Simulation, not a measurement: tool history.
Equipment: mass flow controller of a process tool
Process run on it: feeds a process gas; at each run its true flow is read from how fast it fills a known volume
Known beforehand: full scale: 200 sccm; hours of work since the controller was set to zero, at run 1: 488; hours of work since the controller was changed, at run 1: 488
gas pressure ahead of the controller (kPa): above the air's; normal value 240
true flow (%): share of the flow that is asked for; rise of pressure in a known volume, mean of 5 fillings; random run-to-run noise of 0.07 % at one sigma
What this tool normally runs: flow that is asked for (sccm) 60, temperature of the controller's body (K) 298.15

run    hour  flow that is asked for (sccm)  gas pressure ahead of the controller (kPa)  temperature of the controller's body (K)  hours of work since the controller was set to zero  hours of work since the controller was changed  true flow (%)
  1     0.0                             60                                         240                                    298.15                                                 488                                             488          98.79
  2   320.1                             60                                         240                                    298.15                                                 594                                             594          98.89
  3   846.3                             60                                         240                                    298.15                                                 769                                             769          98.86
  4  1266.7                             60                                         240                                    298.15                                                 908                                             908          98.73
  5  1721.5                             60                                         237                                    298.15                                                1059                                            1059          98.83
  6  2104.1                             60                                         240                                    298.15                                                1186                                            1186          98.73
  7  2678.2                             60                                         240                                    298.15                                                1376                                            1376          98.78
  8  2961.3                             60                                         240                                    298.15                                                1470                                            1470          98.80
  9  3326.8                             37                                         187                                    298.15                                                1591                                            1591          98.35
 10  3668.8                             45                                         232                                    308.15                                                1704                                            1704          97.67
 11  4113.8                             37                                         205                                    309.15                                                1852                                            1852          97.21
 12  4639.9                             51                                         205                                    293.15                                                2026                                            2026          98.95
 13  5061.3                            101                                         241                                    302.15                                                2166                                            2166          98.75
 14  5630.3                            101                                         241                                    302.15                                                2354                                            2354          98.76
 15  5982.0                             32                                         190                                    305.15                                                2471                                            2471          97.52
 16  6555.4                             73                                         270                                    305.15                                                2661                                            2661          98.36

Each row is a separate what-if for the run after 16, all from the same tool condition, not one after another. Results?
  A  6894.5                             60                                         270                                    296.15                                                2773                                            2773              ?
  B  6894.5                             73                                         222                                    305.15                                                2773                                            2773              ?
  C  6894.5                            150                                         240                                    298.15                                                2773                                            2773              ?

run  true flow (%)
  A          99.19
  B          98.12
  C          99.59
The same runs, with their run-to-run variation unchanged, on a tool lacking any hidden condition would have given:
run  true flow (%)
  A          99.20
  B          98.13
  C          99.59
